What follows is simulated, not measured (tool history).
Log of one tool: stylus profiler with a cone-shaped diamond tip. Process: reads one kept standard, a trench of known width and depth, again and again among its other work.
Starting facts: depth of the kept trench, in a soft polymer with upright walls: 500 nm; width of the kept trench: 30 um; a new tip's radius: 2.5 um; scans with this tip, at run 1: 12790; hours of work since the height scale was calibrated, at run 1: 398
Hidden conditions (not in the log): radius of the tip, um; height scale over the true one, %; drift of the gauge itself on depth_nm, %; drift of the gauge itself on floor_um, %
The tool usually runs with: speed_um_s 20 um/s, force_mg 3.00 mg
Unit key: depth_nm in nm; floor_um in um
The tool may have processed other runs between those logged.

run,hour,speed_um_s,force_mg,scans with this tip,hours of work since the height scale was calibrated,depth_nm,floor_um
1,0.0,20,3.00,12790,398,503.76,26.51
2,93.0,20,3.00,13065,454,503.55,26.52
3,165.3,20,3.00,13279,498,503.99,26.47
4,249.5,19,3.00,13528,549,504.13,26.55
5,339.0,20,5.18,13792,603,505.43,26.50
6,385.1,20,5.18,13929,631,505.68,26.45
7,497.5,20,3.00,14261,698,504.43,26.46
8,606.9,20,3.00,14585,764,504.70,26.49
9,703.7,9,3.00,14871,823,504.42,26.44
10,800.6,10,3.00,15158,881,505.16,26.52
11,889.1,10,3.00,15420,935,504.84,26.45
12,992.3,20,3.00,15725,997,505.23,26.44
# hour 1056.2: height scale calibrated on a step standard
13,1086.4,20,3.00,16002,18,505.55,26.46
14,1189.0,20,3.00,16305,80,505.49,26.40
15,1248.7,20,3.00,16482,116,505.72,26.39
16,1299.7,20,3.00,16632,147,505.88,26.43
17,1376.8,20,3.00,16861,193,506.00,26.38
18,1463.7,20,3.00,17118,246,506.11,26.42
19,1562.2,20,3.00,17409,305,506.36,26.35
20,1674.3,20,3.00,17741,373,506.50,26.36
# hour 1717.1: height scale calibrated on a step standard, once more
21,1788.3,20,3.00,18076,43,503.28,26.34
22,1844.4,20,3.00,18242,77,503.70,26.37
23,1957.5,20,3.00,18577,145,503.54,26.37
24,2005.9,8,3.00,18720,174,503.41,26.33
25,2117.4,23,1.58,19050,241,502.43,26.28
26,2218.1,17,1.07,19347,302,502.48,26.37
27,2289.1,45,4.02,19558,345,504.61,26.31
28,2366.8,28,4.23,19787,392,504.98,26.32
29,2412.9,28,4.23,19924,420,504.83,26.35
30,2484.5,23,4.35,20135,463,505.16,26.34
31,2572.2,19,1.65,20395,516,503.15,26.25
32,2621.1,12,7.05,20540,545,506.86,26.35
33,2728.2,33,1.18,20856,610,502.94,26.17
34,2777.3,29,1.65,21002,640,503.49,26.16
35,2856.0,35,3.00,21234,687,504.87,26.24
36,2912.2,35,3.00,21401,721,504.56,26.19
37,2973.6,19,2.99,21582,758,505.03,26.25
38,3075.1,11,1.41,21883,819,503.68,26.26
39,3147.9,6,1.41,22098,863,503.85,26.27
40,3205.7,6,1.41,22269,898,503.94,26.18
41,3284.4,12,7.20,22501,946,508.01,26.25
42,3330.8,17,3.00,22639,974,505.49,26.27
# hour 3437.0: height scale calibrated on a step standard
43,3437.2,17,3.00,22952,0,503.01,26.23
44,3533.1,17,3.00,23236,58,503.18,26.25
45,3592.4,6,7.04,23411,94,505.50,26.26
46,3702.7,8,2.53,23737,160,503.05,26.20
47,3770.4,42,3.53,23937,201,504.03,26.15

What differs in the tool's unlogged condition from the final listed run ahead of each entry between runs to the first listed run following it?
After run 12, before run 13: height scale calibrated on a step standard (hour 1056.2)
  radius of the tip, um: 3.35 -> 3.36; height scale over the true one, %: 0.402 -> 0.514
  the result without the hidden state subtracted from the measured one, depth_nm: +2.02 -> +2.59 nm; floor_um: -0.52 -> -0.52 um
After run 20, before run 21: height scale calibrated on a step standard, once more (hour 1717.1)
  radius of the tip, um: 3.45 -> 3.47; height scale over the true one, %: 0.672 -> 0.029
  the result without the hidden state subtracted from the measured one, depth_nm: +3.38 -> +0.15 nm; floor_um: -0.58 -> -0.59 um
After run 42, before run 43: height scale calibrated on a step standard (hour 3437.0)
  radius of the tip, um: 3.71 -> 3.73; height scale over the true one, %: 0.458 -> -0.007
  the result without the hidden state subtracted from the measured one, depth_nm: +2.31 -> -0.03 nm; floor_um: -0.72 -> -0.73 um
